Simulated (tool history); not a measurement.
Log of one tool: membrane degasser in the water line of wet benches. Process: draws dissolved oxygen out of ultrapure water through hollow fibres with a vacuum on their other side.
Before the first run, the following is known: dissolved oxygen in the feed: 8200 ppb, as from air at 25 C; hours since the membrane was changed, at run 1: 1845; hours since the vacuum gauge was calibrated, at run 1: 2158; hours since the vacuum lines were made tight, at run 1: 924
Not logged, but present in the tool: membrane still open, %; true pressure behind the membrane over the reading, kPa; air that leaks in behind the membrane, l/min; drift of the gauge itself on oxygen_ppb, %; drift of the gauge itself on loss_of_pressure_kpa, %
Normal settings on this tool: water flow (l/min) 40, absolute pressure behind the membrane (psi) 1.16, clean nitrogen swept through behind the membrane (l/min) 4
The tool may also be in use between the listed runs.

run,day,water flow (l/min),absolute pressure behind the membrane (psi),clean nitrogen swept through behind the membrane (l/min),hours since the membrane was changed,hours since the vacuum gauge was calibrated,hours since the vacuum lines were made tight,dissolved oxygen in the water behind the degasser (ppb),pressure that the water loses in the fibres (psi)
1,0,40,1.16,4,1845,2158,924,120.2,9.12
2,2.712,40,1.59,4,1910,2223,989,188.6,9.075
3,6.338,40,1.16,2.17,1997,2310,1076,203.6,9.134
4,9.4,40,1.16,2.17,2070,2383,1150,206.6,9.14
5,12.75,40,1.16,2.17,2151,2464,1230,206.2,9.14
6,14.883,40,1.16,4,2202,2515,1281,120.9,9.127
7,17.671,40,1.16,4,2269,2582,1348,120.5,9.14
8,19.742,40,1.16,4,2319,2632,1398,120.4,9.206
9,21.546,40,2.035,4,2362,2675,1441,258.1,9.2
10,24.138,40,1.16,4,2424,2737,1504,122.6,9.145
11,25.788,33,1.16,2.48,2464,2777,1543,154.6,7.513
12,28.625,33,1.16,2.48,2532,2845,1611,152.7,7.603
13,30.571,40,2.144,4,2579,2892,1658,274.4,9.185
14,33.162,55,0.802,4,2641,2954,1720,97,12.583
15,36.746,55,0.802,4,2727,3040,1806,96.9,12.637
16,39.488,55,0.802,4,2792,3106,1872,96.2,12.659
17,42.35,24,1.221,4,2861,3174,1941,80.4,5.52
18,44.096,33,1.16,4,2903,3216,1983,100.3,7.658
19,47.092,33,1.16,4,2975,3288,2054,100.1,7.633

Here are 4 independent what-if runs from the current tool condition. What would each one return?
A,50.675,55,2.567,4,3061,3374,2141,?,?
B,50.675,33,1.234,4,3061,3374,2141,?,?
C,50.675,40,1.459,4,3061,3374,2141,?,?
D,50.675,39,0.956,3.97,3061,3374,2141,?,?

run,dissolved oxygen in the water behind the degasser (ppb),pressure that the water loses in the fibres (psi)
A,464.4,12.746
B,110.6,7.633
C,170.1,9.161
D,87.2,8.989
Had the tool no hidden state, the same runs would have come out as:
run,dissolved oxygen in the water behind the degasser (ppb),pressure that the water loses in the fibres (psi)
A,452,12.415
B,103.9,7.435
C,161.8,8.921
D,79.5,8.754

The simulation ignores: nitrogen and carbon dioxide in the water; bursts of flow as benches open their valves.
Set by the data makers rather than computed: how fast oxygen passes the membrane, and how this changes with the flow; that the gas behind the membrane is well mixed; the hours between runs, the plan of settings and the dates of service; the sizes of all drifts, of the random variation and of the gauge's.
